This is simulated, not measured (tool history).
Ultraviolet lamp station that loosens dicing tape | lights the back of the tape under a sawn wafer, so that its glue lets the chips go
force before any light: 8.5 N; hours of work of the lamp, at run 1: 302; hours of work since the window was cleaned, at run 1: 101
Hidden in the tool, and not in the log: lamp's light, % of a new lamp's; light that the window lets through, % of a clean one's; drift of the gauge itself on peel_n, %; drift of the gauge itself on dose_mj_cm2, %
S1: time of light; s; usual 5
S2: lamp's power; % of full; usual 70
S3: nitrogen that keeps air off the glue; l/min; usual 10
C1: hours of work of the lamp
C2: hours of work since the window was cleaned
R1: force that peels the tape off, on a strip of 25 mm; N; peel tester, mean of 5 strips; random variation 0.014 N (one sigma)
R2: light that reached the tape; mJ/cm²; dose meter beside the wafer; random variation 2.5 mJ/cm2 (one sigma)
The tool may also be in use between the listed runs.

run     day  S1  S2  S3   C1   C2     R1   R2
  1       0   5  70  10  302  101  0.996  238
  2     1.3   5  70  10  316  115  1.094  234
  3   1.925   5  70  10  323  121  1.068  234
  4   2.575   5  70  10  330  129  1.087  233
  5   3.888   5  70  12  344  143  0.981  227
  6   4.771   5  70   9  354  152   1.21  223
  7   5.817   5  70  10  365  164  1.172  221
  8   6.458   5  94  10  372  171  0.685  291
  9   7.729   5  94  10  386  185  0.689  285
 10   8.533   5  94  10  395  193  0.684  283
 11   9.804   5  94  10  409  207   0.73  279
 12  10.433   5  94  10  415  214  0.739  277
     11.183  -- window cleaned of glue's vapour
 13  11.479   5  70  10  427    3   1.66  180
 14  12.742   5  70  11  440   17  1.631  178
 15  13.429   3  79   9  448   24  3.038  120
 16  14.325   6  66  12  458   34  1.335  193
 17  15.083   6  66  12  466   42  1.398  192
 18  16.192   6  70  13  478   54  1.222  199
 19  17.542   4  75  10  493   69  2.341  139
     18.446  -- window cleaned of glue's vapour, once more
 20  18.933   4  75  10  507    5  1.332  207
 21    19.7   4  75  10  516   14  1.362  197
 22  20.883   5  64   6  529   26  1.736  215
 23   21.55   5  84  17  536   34  0.512  271
 24    22.6   4  63  10  547   45  1.896  165
 25  23.588   4  63  10  558   56  1.931  161
 26  24.612   4  63  10  569   67  1.947  162
 27  25.404   6  70  10  578   76  0.822  257

3 ways to go on from here, each from the tool as it stands after run 27. What would each give?
  A  26.25   7  66   5  587  85   ?   ?
  B  26.25   3  66   5  587  85   ?   ?
  C  26.25   5  75   4  587  85   ?   ?

run     R1   R2
  A  1.143  284
  B  3.593  123
  C  1.894  233
Without the tool's hidden state the same runs would have given:
run     R1   R2
  A  0.628  380
  B  2.692  165
  C  1.178  312
